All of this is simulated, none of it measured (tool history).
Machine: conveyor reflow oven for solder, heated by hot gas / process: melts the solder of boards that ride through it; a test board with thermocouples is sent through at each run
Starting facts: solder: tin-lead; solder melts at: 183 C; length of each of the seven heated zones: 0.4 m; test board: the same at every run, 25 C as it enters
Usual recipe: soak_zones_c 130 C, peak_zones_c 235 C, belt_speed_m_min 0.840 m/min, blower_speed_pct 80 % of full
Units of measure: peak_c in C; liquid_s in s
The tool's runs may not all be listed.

{"run": 1, "day": 0.0, "soak_zones_c": 130, "peak_zones_c": 235, "belt_speed_m_min": 0.84, "blower_speed_pct": 80, "peak_c": 218.9, "liquid_s": 41.5}
{"run": 2, "day": 0.396, "soak_zones_c": 130, "peak_zones_c": 235, "belt_speed_m_min": 0.84, "blower_speed_pct": 80, "peak_c": 218.9, "liquid_s": 42.2}
{"run": 3, "day": 0.717, "soak_zones_c": 130, "peak_zones_c": 235, "belt_speed_m_min": 0.84, "blower_speed_pct": 80, "peak_c": 218.8, "liquid_s": 41.9}
{"run": 4, "day": 1.362, "soak_zones_c": 130, "peak_zones_c": 235, "belt_speed_m_min": 0.84, "blower_speed_pct": 80, "peak_c": 218.3, "liquid_s": 42.2}
{"run": 5, "day": 1.771, "soak_zones_c": 130, "peak_zones_c": 235, "belt_speed_m_min": 0.84, "blower_speed_pct": 80, "peak_c": 218.5, "liquid_s": 42.1}
{"run": 6, "day": 2.142, "soak_zones_c": 130, "peak_zones_c": 235, "belt_speed_m_min": 0.84, "blower_speed_pct": 80, "peak_c": 219.3, "liquid_s": 41.9}
{"run": 7, "day": 2.596, "soak_zones_c": 130, "peak_zones_c": 235, "belt_speed_m_min": 0.84, "blower_speed_pct": 80, "peak_c": 218.6, "liquid_s": 42.0}
{"run": 8, "day": 2.925, "soak_zones_c": 130, "peak_zones_c": 235, "belt_speed_m_min": 0.84, "blower_speed_pct": 80, "peak_c": 218.5, "liquid_s": 41.8}
{"run": 9, "day": 3.242, "soak_zones_c": 130, "peak_zones_c": 235, "belt_speed_m_min": 0.84, "blower_speed_pct": 73, "peak_c": 217.0, "liquid_s": 40.7}
{"run": 10, "day": 3.696, "soak_zones_c": 130, "peak_zones_c": 235, "belt_speed_m_min": 0.84, "blower_speed_pct": 80, "peak_c": 218.8, "liquid_s": 41.9}
{"run": 11, "day": 4.158, "soak_zones_c": 130, "peak_zones_c": 230, "belt_speed_m_min": 0.84, "blower_speed_pct": 80, "peak_c": 214.8, "liquid_s": 39.2}
{"run": 12, "day": 4.433, "soak_zones_c": 130, "peak_zones_c": 235, "belt_speed_m_min": 0.84, "blower_speed_pct": 80, "peak_c": 219.0, "liquid_s": 41.9}
{"run": 13, "day": 4.971, "soak_zones_c": 130, "peak_zones_c": 235, "belt_speed_m_min": 0.84, "blower_speed_pct": 78, "peak_c": 218.2, "liquid_s": 41.6}
{"run": 14, "day": 5.471, "soak_zones_c": 130, "peak_zones_c": 235, "belt_speed_m_min": 0.84, "blower_speed_pct": 71, "peak_c": 216.2, "liquid_s": 40.1}
{"run": 15, "day": 5.883, "soak_zones_c": 130, "peak_zones_c": 235, "belt_speed_m_min": 0.84, "blower_speed_pct": 71, "peak_c": 216.3, "liquid_s": 40.2}
{"day": 6.438, "done": "flux residue cleaned out of gas plates and filters"}
{"run": 16, "day": 6.462, "soak_zones_c": 130, "peak_zones_c": 235, "belt_speed_m_min": 0.84, "blower_speed_pct": 71, "peak_c": 216.0, "liquid_s": 40.0}
{"run": 17, "day": 7.012, "soak_zones_c": 130, "peak_zones_c": 235, "belt_speed_m_min": 0.84, "blower_speed_pct": 71, "peak_c": 216.7, "liquid_s": 40.3}
{"run": 18, "day": 7.35, "soak_zones_c": 130, "peak_zones_c": 235, "belt_speed_m_min": 0.84, "blower_speed_pct": 71, "peak_c": 216.1, "liquid_s": 40.3}
{"run": 19, "day": 7.679, "soak_zones_c": 144, "peak_zones_c": 230, "belt_speed_m_min": 0.925, "blower_speed_pct": 80, "peak_c": 214.1, "liquid_s": 38.4}
{"run": 20, "day": 8.238, "soak_zones_c": 144, "peak_zones_c": 224, "belt_speed_m_min": 0.925, "blower_speed_pct": 51, "peak_c": 200.0, "liquid_s": 26.2}
{"run": 21, "day": 8.575, "soak_zones_c": 130, "peak_zones_c": 231, "belt_speed_m_min": 0.84, "blower_speed_pct": 68, "peak_c": 212.2, "liquid_s": 37.4}
{"run": 22, "day": 9.217, "soak_zones_c": 130, "peak_zones_c": 231, "belt_speed_m_min": 0.699, "blower_speed_pct": 68, "peak_c": 218.2, "liquid_s": 50.3}
{"run": 23, "day": 9.483, "soak_zones_c": 119, "peak_zones_c": 231, "belt_speed_m_min": 0.699, "blower_speed_pct": 64, "peak_c": 215.2, "liquid_s": 45.6}
{"run": 24, "day": 9.929, "soak_zones_c": 130, "peak_zones_c": 235, "belt_speed_m_min": 0.775, "blower_speed_pct": 80, "peak_c": 221.4, "liquid_s": 47.4}
{"run": 25, "day": 10.492, "soak_zones_c": 131, "peak_zones_c": 234, "belt_speed_m_min": 0.992, "blower_speed_pct": 80, "peak_c": 212.4, "liquid_s": 31.6}
{"run": 26, "day": 10.892, "soak_zones_c": 131, "peak_zones_c": 234, "belt_speed_m_min": 0.992, "blower_speed_pct": 80, "peak_c": 212.3, "liquid_s": 31.6}
{"run": 27, "day": 11.375, "soak_zones_c": 130, "peak_zones_c": 234, "belt_speed_m_min": 0.84, "blower_speed_pct": 78, "peak_c": 217.1, "liquid_s": 41.1}
{"run": 28, "day": 11.8, "soak_zones_c": 142, "peak_zones_c": 235, "belt_speed_m_min": 0.942, "blower_speed_pct": 80, "peak_c": 217.4, "liquid_s": 38.5}
{"run": 29, "day": 12.375, "soak_zones_c": 142, "peak_zones_c": 235, "belt_speed_m_min": 0.942, "blower_speed_pct": 80, "peak_c": 217.4, "liquid_s": 38.8}
{"run": 30, "day": 12.875, "soak_zones_c": 129, "peak_zones_c": 236, "belt_speed_m_min": 0.799, "blower_speed_pct": 70, "peak_c": 218.7, "liquid_s": 43.4}

Forecast each of these 3 alternatives for the next run:
{"run": "A", "day": 13.254, "soak_zones_c": 130, "peak_zones_c": 237, "belt_speed_m_min": 0.84, "blower_speed_pct": 58, "peak_c": "?", "liquid_s": "?"}
{"run": "B", "day": 13.254, "soak_zones_c": 141, "peak_zones_c": 245, "belt_speed_m_min": 0.822, "blower_speed_pct": 80, "peak_c": "?", "liquid_s": "?"}
{"run": "C", "day": 13.254, "soak_zones_c": 142, "peak_zones_c": 228, "belt_speed_m_min": 0.84, "blower_speed_pct": 65, "peak_c": "?", "liquid_s": "?"}

run=A peak_c=213.7 liquid_s=37.6
run=B peak_c=230.1 liquid_s=51.0
run=C peak_c=210.9 liquid_s=39.5
Stripped of hidden state, with their random variation kept, the same runs would have yielded:
run=A peak_c=213.7 liquid_s=37.6
run=B peak_c=230.1 liquid_s=51.0
run=C peak_c=210.9 liquid_s=39.6
